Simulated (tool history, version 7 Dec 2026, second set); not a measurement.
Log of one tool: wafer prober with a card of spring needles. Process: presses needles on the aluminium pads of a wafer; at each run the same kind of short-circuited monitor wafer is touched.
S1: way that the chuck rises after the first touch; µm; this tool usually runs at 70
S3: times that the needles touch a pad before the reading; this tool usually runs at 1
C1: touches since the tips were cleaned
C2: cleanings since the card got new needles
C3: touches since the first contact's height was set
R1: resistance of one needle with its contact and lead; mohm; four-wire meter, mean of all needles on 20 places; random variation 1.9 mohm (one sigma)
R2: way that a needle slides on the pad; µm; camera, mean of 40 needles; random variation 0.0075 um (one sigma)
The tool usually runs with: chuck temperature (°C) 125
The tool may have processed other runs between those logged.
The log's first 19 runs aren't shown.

{"run": 20, "hour": 153.9, "S1": 63, "chuck temperature (°C)": 28, "S3": 2, "C1": 3905, "C2": 11, "C3": 11755, "R1": 183, "R2": 16.618}
{"hour": 159.5, "done": "tips cleaned on abrasive film"}
{"run": 21, "hour": 163.0, "S1": 63, "chuck temperature (°C)": 28, "S3": 2, "C1": 1635, "C2": 12, "C3": 15969, "R1": 184, "R2": 16.614}
{"hour": 173.5, "done": "tips cleaned on abrasive film"}
{"run": 22, "hour": 173.6, "S1": 63, "chuck temperature (°C)": 28, "S3": 2, "C1": 33, "C2": 13, "C3": 20807, "R1": 183, "R2": 16.623}
{"run": 23, "hour": 182.2, "S1": 70, "chuck temperature (°C)": 125, "S3": 1, "C1": 4067, "C2": 13, "C3": 24841, "R1": 203, "R2": 18.459}
{"hour": 188.0, "done": "tips cleaned on abrasive film"}
{"run": 24, "hour": 193.8, "S1": 70, "chuck temperature (°C)": 125, "S3": 1, "C1": 2707, "C2": 14, "C3": 30155, "R1": 203, "R2": 18.476}
{"hour": 202.0, "done": "tips cleaned on abrasive film"}
{"run": 25, "hour": 205.2, "S1": 83, "chuck temperature (°C)": 125, "S3": 1, "C1": 1482, "C2": 15, "C3": 35397, "R1": 195, "R2": 21.891}
{"run": 26, "hour": 212.3, "S1": 83, "chuck temperature (°C)": 125, "S3": 1, "C1": 4774, "C2": 15, "C3": 38689, "R1": 194, "R2": 21.893}
{"hour": 216.9, "done": "tips cleaned on abrasive film"}
{"run": 27, "hour": 220.0, "S1": 51, "chuck temperature (°C)": 125, "S3": 2, "C1": 1437, "C2": 16, "C3": 42223, "R1": 216, "R2": 13.462}
{"run": 28, "hour": 229.3, "S1": 77, "chuck temperature (°C)": 44, "S3": 1, "C1": 5775, "C2": 16, "C3": 46561, "R1": 180, "R2": 20.32}
{"hour": 231.2, "done": "tips cleaned on abrasive film"}
{"run": 29, "hour": 236.5, "S1": 77, "chuck temperature (°C)": 61, "S3": 2, "C1": 2463, "C2": 17, "C3": 49870, "R1": 184, "R2": 20.312}
{"hour": 245.6, "done": "tips cleaned on abrasive film"}
{"run": 30, "hour": 248.1, "S1": 77, "chuck temperature (°C)": 125, "S3": 1, "C1": 1143, "C2": 18, "C3": 55192, "R1": 197, "R2": 20.322}
{"run": 31, "hour": 258.3, "S1": 77, "chuck temperature (°C)": 103, "S3": 1, "C1": 5881, "C2": 18, "C3": 59930, "R1": 191, "R2": 20.317}
{"hour": 259.9, "done": "tips cleaned on abrasive film"}
{"hour": 269.4, "done": "height of the first contact set anew"}
{"run": 32, "hour": 270.9, "S1": 70, "chuck temperature (°C)": 26, "S3": 1, "C1": 4971, "C2": 19, "C3": 712, "R1": 179, "R2": 18.469}
{"hour": 274.2, "done": "tips cleaned on abrasive film"}
{"run": 33, "hour": 278.4, "S1": 52, "chuck temperature (°C)": 55, "S3": 2, "C1": 1960, "C2": 20, "C3": 4134, "R1": 198, "R2": 13.72}
{"run": 34, "hour": 283.4, "S1": 52, "chuck temperature (°C)": 118, "S3": 2, "C1": 4275, "C2": 20, "C3": 6449, "R1": 217, "R2": 13.717}

Consider 3 possible next runs. They are alternatives, not a sequence: every one starts from the tool as it was left by run 34. What does each give?
{"hour": 288.7, "done": "tips cleaned on abrasive film"}
{"run": "A", "hour": 295.5, "S1": 70, "chuck temperature (°C)": 125, "S3": 1, "C1": 3159, "C2": 21, "C3": 12025, "R1": "?", "R2": "?"}
{"hour": 288.7, "done": "tips cleaned on abrasive film"}
{"run": "B", "hour": 295.5, "S1": 58, "chuck temperature (°C)": 59, "S3": 2, "C1": 3159, "C2": 21, "C3": 12025, "R1": "?", "R2": "?"}
{"hour": 288.7, "done": "tips cleaned on abrasive film"}
{"run": "C", "hour": 295.5, "S1": 70, "chuck temperature (°C)": 27, "S3": 2, "C1": 3159, "C2": 21, "C3": 12025, "R1": "?", "R2": "?"}

run=A R1=204 R2=18.477
run=B R1=195 R2=15.304
run=C R1=179 R2=18.454
With the hidden condition removed and each run's random variation left untouched, the same runs would have given:
run=A R1=203 R2=18.477
run=B R1=194 R2=15.304
run=C R1=179 R2=18.454

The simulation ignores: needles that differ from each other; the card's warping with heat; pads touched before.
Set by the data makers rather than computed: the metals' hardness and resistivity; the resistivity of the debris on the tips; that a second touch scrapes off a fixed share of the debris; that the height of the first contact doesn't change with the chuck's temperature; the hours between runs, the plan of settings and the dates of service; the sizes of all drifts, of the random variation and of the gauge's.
